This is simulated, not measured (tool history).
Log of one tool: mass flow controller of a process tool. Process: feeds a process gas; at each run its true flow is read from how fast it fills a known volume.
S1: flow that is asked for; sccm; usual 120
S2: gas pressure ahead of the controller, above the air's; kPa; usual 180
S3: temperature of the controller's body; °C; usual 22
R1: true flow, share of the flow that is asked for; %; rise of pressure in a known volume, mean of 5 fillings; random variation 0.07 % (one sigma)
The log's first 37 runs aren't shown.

run    hour   S1   S2  S3     R1
 38  7028.2  178  151  29  97.47
 39  7239.8   40  246  22  94.91
 40  7382.1  133  216  21  95.97
     7417.3  -- gauge calibrated
 41  7654.1  120  224  22  98.62
 42  7806.1  117  200  30  98.98
 43  8051.2  117  200  30  98.95
 44  8221.4   25  264  25  97.15
 45  8395.6  120  145  27  98.97
 46  8677.4   45  145  37  98.06
 47  8955.2  120  257  22  97.67
 48  9159.7   39  257  21  96.56

Forecast each of these 4 alternatives for the next run:
  A  9361.7  39  155  27   ?
  B  9361.7  20  180  26   ?
  C  9361.7  68  192  22   ?
  D  9361.7  59  257  21   ?

run     R1
  A  97.21
  B  96.79
  C  97.16
  D  96.52
Without the tool's hidden state the same runs would have given:
run     R1
  A  98.49
  B  98.06
  C  98.42
  D  97.78

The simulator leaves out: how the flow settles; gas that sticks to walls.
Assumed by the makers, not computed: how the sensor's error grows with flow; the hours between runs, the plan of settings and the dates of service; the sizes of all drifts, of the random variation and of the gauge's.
